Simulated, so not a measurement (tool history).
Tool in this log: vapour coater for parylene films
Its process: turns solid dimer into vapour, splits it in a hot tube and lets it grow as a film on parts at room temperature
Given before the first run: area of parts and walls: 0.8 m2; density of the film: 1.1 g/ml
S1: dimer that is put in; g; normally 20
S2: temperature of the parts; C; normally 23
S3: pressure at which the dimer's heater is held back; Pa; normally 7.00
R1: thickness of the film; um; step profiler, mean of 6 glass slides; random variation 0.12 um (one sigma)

run     day  S1  S2     S3     R1
  1   0.000  20  23   7.00  14.16
  2   1.062  20  23   7.00  14.17
  3   3.458  20  23   3.56  15.46
  4   4.879  20  23   7.00  13.89
  5   6.829  20  23   7.00  13.51
  6   8.112  20  23   3.16  15.36
  7  10.100  20  16   3.16  19.16
  8  11.662  20  23   8.53  13.19
  9  12.671  20  23   2.41  15.90
 10  14.038  20  23   2.41  15.87
 11  15.662  15  23   7.00   9.98
 12  16.775  15  23   7.00  10.06
 13  18.746  15  23   7.00   9.92
 14  20.542  15  23   7.00   9.83
 15  22.138  15  23   7.00   9.80
 16  24.021  20  23   7.00  13.15
 17  25.304  30  23   7.00  19.16
 18  26.375  20  23   7.00  12.78
     27.279  -- trap's valve overhauled
 19  27.554  20  23   7.00  12.05
 20  30.012  20  23   7.00  11.66
 21  31.946  20  23   7.00  11.64
 22  34.362  20  23   7.00  11.48
 23  35.658  20  23   7.00  11.41
 24  37.158  20  23   7.00  11.36
 25  38.604  20  16   2.85  16.11
     39.292  -- trap's valve overhauled, once more
 26  40.462  28  26   6.18  18.49
 27  42.900  11  19   9.40   8.42
 28  44.088  11  19   9.40   8.52
 29  46.379  11  19   6.05   9.08
 30  48.275  10  18  11.05   7.66
 31  50.217  23  18  11.05  17.52
 32  52.454  32  22   3.02  26.01
 33  54.233  32  22   3.02  25.56
 34  56.242  12  21   2.35  10.22
 35  58.138  19  21   2.14  16.28
 36  59.838  21  23   6.88  14.09
 37  61.679  10  28   6.88   5.66
 38  62.812  26  23   7.00  17.19
 39  64.983  26  23   9.00  16.28
 40  66.142  26  23   9.00  16.33
 41  67.238  26  23   9.00  16.32
 42  68.654  26  23   9.00  16.23
 43  69.762  26  23   9.00  16.18
 44  70.992  14  22   3.35  10.29
 45  72.088  14  34   3.13   7.05
 46  73.862  20  23   7.78  12.37
 47  75.271  20  23   7.78  12.55

3 ways to go on from here, each from the tool as it stands after run 47. What would each give?
     76.108  -- trap's valve overhauled
  A  77.921  20  34  7.43   ?
     76.108  -- trap's valve overhauled
  B  77.921  20  21  7.00   ?
     76.108  -- trap's valve overhauled
  C  77.921  32  23  4.04   ?

run     R1
  A   9.66
  B  15.19
  C  24.39
Had the tool no hidden state, the same runs would have come out as:
run     R1
  A  10.15
  B  15.95
  C  25.62
